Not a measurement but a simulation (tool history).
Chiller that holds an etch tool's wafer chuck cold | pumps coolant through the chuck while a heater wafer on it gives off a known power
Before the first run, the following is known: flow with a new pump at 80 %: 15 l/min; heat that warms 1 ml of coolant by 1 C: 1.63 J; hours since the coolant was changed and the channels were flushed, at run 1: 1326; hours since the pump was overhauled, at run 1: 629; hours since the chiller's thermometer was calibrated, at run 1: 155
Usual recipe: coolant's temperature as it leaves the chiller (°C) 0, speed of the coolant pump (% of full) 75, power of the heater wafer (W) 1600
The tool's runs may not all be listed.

| run | day | coolant's temperature as it leaves the chiller (°C) | speed of the coolant pump (% of full) | power of the heater wafer (W) | hours since the coolant was changed and the channels were flushed | hours since the pump was overhauled | hours since the chiller's thermometer was calibrated | chuck's temperature once it has settled (°C) | how much warmer the coolant comes back (C) |
|---|---|---|---|---|---|---|---|---|---|
| 1 | 0 | 0 | 75 | 1600 | 1326 | 629 | 155 | 19.2 | 4.3 |
| 2 | 5.512 | 0 | 75 | 1600 | 1458 | 761 | 287 | 19.3 | 4.29 |
| 3 | 13.767 | 0 | 75 | 1600 | 1656 | 959 | 485 | 19.6 | 4.23 |
| 4 | 23.521 | 0 | 75 | 1600 | 1890 | 1193 | 719 | 20 | 4.29 |
|  | 24.554 | coolant pump overhauled |
| 5 | 29.079 | 0 | 75 | 1600 | 2019 | 109 | 848 | 19.8 | 4.38 |
| 6 | 37.329 | 0 | 75 | 884 | 2217 | 307 | 1046 | 11.2 | 2.46 |
| 7 | 45.842 | -1 | 92 | 1600 | 2421 | 511 | 1250 | 17.4 | 3.61 |
|  | 50.283 | coolant pump overhauled, once more |
| 8 | 52.429 | -1 | 66 | 1600 | 2574 | 51 | 1403 | 20.3 | 4.74 |
| 9 | 57.221 | 0 | 82 | 1233 | 2689 | 167 | 1518 | 14.8 | 2.94 |
| 10 | 65.721 | 2 | 77 | 1600 | 2893 | 371 | 1722 | 22.1 | 4.08 |
| 11 | 72.492 | 8 | 68 | 1600 | 3056 | 533 | 1884 | 29.5 | 4.64 |
| 12 | 80.942 | -2 | 74 | 1742 | 3258 | 736 | 2087 | 20.6 | 4.69 |

5 options for the next run, each taken on its own from the tool as it stands now. Forecast them:
|  | 87.117 | chiller's thermometer calibrated |
| A | 88.671 | 3 | 83 | 1322 | 3443 | 920 | 37 | ? | ? |
|  | 87.117 | chiller's thermometer calibrated |
| B | 88.671 | 4 | 69 | 1610 | 3443 | 920 | 37 | ? | ? |
|  | 87.117 | chiller's thermometer calibrated |
| C | 88.671 | -6 | 67 | 1677 | 3443 | 920 | 37 | ? | ? |
|  | 87.117 | chiller's thermometer calibrated |
| D | 88.671 | -2 | 96 | 1742 | 3443 | 920 | 37 | ? | ? |
|  | 87.117 | chiller's thermometer calibrated |
| E | 88.671 | 0 | 85 | 1600 | 3443 | 920 | 37 | ? | ? |

| run | chuck's temperature once it has settled (°C) | how much warmer the coolant comes back (C) |
|---|---|---|
| A | 19.6 | 3.18 |
| B | 26.2 | 4.61 |
| C | 17.5 | 4.97 |
| D | 18.2 | 3.68 |
| E | 19.8 | 3.81 |
With the hidden condition removed and each run's random variation left untouched, the same runs would have given:
| run | chuck's temperature once it has settled (°C) | how much warmer the coolant comes back (C) |
|---|---|---|
| A | 17.3 | 3.13 |
| B | 23.2 | 4.53 |
| C | 14.3 | 4.89 |
| D | 15.4 | 3.62 |
| E | 17 | 3.75 |

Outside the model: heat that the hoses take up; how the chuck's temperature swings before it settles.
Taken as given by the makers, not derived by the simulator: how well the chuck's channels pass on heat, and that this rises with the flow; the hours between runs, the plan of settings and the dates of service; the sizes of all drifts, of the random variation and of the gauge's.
